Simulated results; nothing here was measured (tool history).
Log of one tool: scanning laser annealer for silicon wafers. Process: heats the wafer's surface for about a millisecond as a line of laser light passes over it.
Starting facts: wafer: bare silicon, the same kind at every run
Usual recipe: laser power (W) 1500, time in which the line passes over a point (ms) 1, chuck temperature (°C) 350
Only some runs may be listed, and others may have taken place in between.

| run | day | laser power (W) | time in which the line passes over a point (ms) | chuck temperature (°C) | highest temperature of the surface (°C) |
|---|---|---|---|---|---|
| 1 | 0 | 1500 | 1 | 350 | 1037 |
| 2 | 0.225 | 1500 | 1 | 357 | 1041 |
| 3 | 0.562 | 1607 | 1 | 350 | 1101 |
| 4 | 0.746 | 1500 | 1.1 | 350 | 1061 |
| 5 | 0.975 | 1500 | 1 | 350 | 1032 |
| 6 | 1.154 | 1500 | 1 | 350 | 1032 |
| 7 | 1.533 | 1500 | 1 | 351 | 1030 |
| 8 | 1.729 | 1500 | 1 | 351 | 1034 |
| 9 | 1.95 | 1500 | 1 | 351 | 1034 |
| 10 | 2.125 | 1500 | 1.03 | 351 | 1039 |
| 11 | 2.446 | 1500 | 1.03 | 351 | 1040 |
| 12 | 2.604 | 1500 | 1.03 | 351 | 1040 |
| 13 | 2.883 | 1500 | 0.85 | 351 | 984 |
| 14 | 3.212 | 1500 | 0.73 | 350 | 945 |
| 15 | 3.558 | 1500 | 1 | 361 | 1041 |
| 16 | 3.938 | 1500 | 1 | 361 | 1045 |
| 17 | 4.229 | 1635 | 1 | 350 | 1117 |
| 18 | 4.433 | 1459 | 1 | 350 | 1004 |
| 19 | 4.592 | 1500 | 1 | 360 | 1040 |
|  | 4.829 | optics aligned, line set to its width |
| 20 | 5.092 | 1500 | 1 | 378 | 1054 |
| 21 | 5.25 | 1500 | 1 | 378 | 1052 |
| 22 | 5.533 | 1500 | 1 | 378 | 1053 |
| 23 | 5.7 | 1480 | 1.2 | 354 | 1068 |
| 24 | 5.896 | 1473 | 0.98 | 356 | 1006 |
| 25 | 6.175 | 1473 | 0.98 | 356 | 1006 |
| 26 | 6.383 | 1473 | 0.98 | 356 | 1005 |
| 27 | 6.592 | 1473 | 0.98 | 356 | 1009 |
|  | 6.942 | optics aligned, line set to its width, once more |
| 28 | 7.104 | 1647 | 1.11 | 381 | 1200 |
| 29 | 7.367 | 1358 | 1 | 350 | 954 |
| 30 | 7.708 | 1358 | 1 | 350 | 953 |
| 31 | 7.929 | 1358 | 1 | 351 | 957 |
| 32 | 8.3 | 1378 | 1.17 | 312 | 973 |
| 33 | 8.558 | 1378 | 1.17 | 312 | 970 |
| 34 | 8.921 | 1398 | 0.92 | 340 | 948 |
| 35 | 9.233 | 1465 | 1.04 | 331 | 1011 |
| 36 | 9.417 | 1465 | 1.04 | 331 | 1013 |
| 37 | 9.583 | 1517 | 1.04 | 326 | 1039 |
| 38 | 9.962 | 1517 | 1.08 | 326 | 1045 |
| 39 | 10.296 | 1443 | 0.83 | 363 | 967 |
| 40 | 10.633 | 1530 | 0.75 | 363 | 989 |
| 41 | 11.021 | 1416 | 0.75 | 363 | 925 |

What if the next run were any one of these 3? Each begins from the tool's condition after run 41:
| A | 11.283 | 1459 | 0.94 | 375 | ? |
| B | 11.283 | 1537 | 0.84 | 359 | ? |
| C | 11.283 | 1562 | 0.9 | 350 | ? |

| run | highest temperature of the surface (°C) |
|---|---|
| A | 1018 |
| B | 1019 |
| C | 1044 |
With the hidden condition removed and each run's random variation left untouched, the same runs would have given:
| run | highest temperature of the surface (°C) |
|---|---|
| A | 1031 |
| B | 1033 |
| C | 1058 |

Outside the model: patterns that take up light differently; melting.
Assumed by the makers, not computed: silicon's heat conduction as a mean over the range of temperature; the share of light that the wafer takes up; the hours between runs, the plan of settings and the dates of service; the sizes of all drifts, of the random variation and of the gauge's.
